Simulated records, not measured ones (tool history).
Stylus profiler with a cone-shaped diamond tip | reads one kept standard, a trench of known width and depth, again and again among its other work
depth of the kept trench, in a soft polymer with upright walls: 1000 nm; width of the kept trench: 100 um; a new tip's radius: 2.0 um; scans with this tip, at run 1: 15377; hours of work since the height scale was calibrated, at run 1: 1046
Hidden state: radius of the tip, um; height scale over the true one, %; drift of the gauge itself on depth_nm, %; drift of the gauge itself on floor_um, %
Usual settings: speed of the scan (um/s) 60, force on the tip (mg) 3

run   hour  speed of the scan (um/s)  force on the tip (mg)  scans with this tip  hours of work since the height scale was calibrated  depth of the trench (nm)  width of the trench's floor (µm)
  1      0                        60                      3                15377                                                 1046                   1015.41                             93.16
  2   37.3                        60                      3                15734                                                 1070                   1015.08                             93.19
  3   71.7                        87                      3                16063                                                 1093                   1014.85                             92.99
  4   98.6                        60                   1.72                16320                                                 1110                   1009.07                             92.98
  5  132.2                        60                   1.72                16642                                                 1132                   1008.88                             93.01
  6  150.7                        96                      3                16819                                                 1144                   1015.02                             92.89
  7  184.5                        60                      3                17142                                                 1166                   1014.79                             92.95
  8  202.5                        60                   1.28                17314                                                 1178                   1006.77                             92.85
  9  245.8                        60                      3                17728                                                 1206                   1014.71                             92.94
 10  278.9                        60                   2.63                18045                                                 1228                   1013.29                             92.78
 11  303.9                        60                      3                18284                                                 1244                   1014.28                             92.81
 12  321.7                        60                      3                18455                                                 1255                   1014.41                             92.77
 13  355.2                        60                   2.58                18776                                                 1277                   1012.39                             92.79
 14    393                        60                   3.61                19137                                                 1302                   1016.26                             92.79
 15  424.8                        33                      3                19441                                                 1323                   1013.94                             92.87
 16  451.8                        33                      3                19700                                                 1340                   1014.19                             92.77
 17  473.5                        60                   1.24                19908                                                 1354                   1006.01                             92.45
 18  493.6                        60                   1.24                20100                                                 1367                    1005.2                             92.47
 19  522.5                        92                   4.06                20376                                                 1386                   1018.14                             92.43
 20  553.1                        88                   8.01                20669                                                 1406                   1031.18                             92.56
 21    597                        88                   8.01                21089                                                 1435                   1031.18                             92.53
     600.7  -- height scale calibrated on a step standard
 22    628                        73                   1.86                21381                                                   18                   1004.76                             92.34
 23  660.6                        73                   1.86                21693                                                   39                    1005.2                             92.28
 24  681.2                        52                   8.09                21890                                                   52                   1027.47                             92.57
 25  703.9                        52                   8.09                22107                                                   67                   1027.37                             92.54
     710.8  -- new tip fitted, height scale calibrated
 26  728.4                        52                   8.09                  168                                                   11                   1036.83                             96.32
 27  756.3                        52                   8.09                  434                                                   30                   1036.46                             96.23
     780.2  -- height scale calibrated on a step standard, once more
 28    797                        60                   1.67                  820                                                   11                   1012.18                             95.97
 29  815.4                       115                   1.31                  995                                                   23                    1010.2                             95.51
 30  850.5                       156                   3.02                 1331                                                   46                   1018.27                             95.48
 31    888                        18                   4.17                 1690                                                   70                   1023.71                             96.02
 32  923.6                        52                   3.01                 2031                                                   93                   1018.74                             95.87
 33  964.1                        20                   2.29                 2418                                                  120                   1015.22                             95.86
 34  992.2                        44                   1.87                 2687                                                  138                   1013.02                             95.64

Forecast each of these 5 alternatives for the next run:
  A  1029.5                       128                   7.01                 3043                                                  162                         ?                                 ?
  B  1029.5                        44                   2.27                 3043                                                  162                         ?                                 ?
  C  1029.5                        45                   5.75                 3043                                                  162                         ?                                 ?
  D  1029.5                       218                    7.6                 3043                                                  162                         ?                                 ?
  E  1029.5                       178                   2.61                 3043                                                  162                         ?                                 ?

run  depth of the trench (nm)  width of the trench's floor (µm)
  A                   1032.28                             95.43
  B                   1014.96                             95.59
  C                   1028.53                             95.64
  D                   1034.14                             95.16
  E                   1016.66                             94.93
Without the tool's hidden state the same runs would have given:
run  depth of the trench (nm)  width of the trench's floor (µm)
  A                   1033.11                             96.14
  B                   1015.77                             96.31
  C                   1029.36                             96.35
  D                   1034.97                             95.88
  E                   1017.48                             95.65
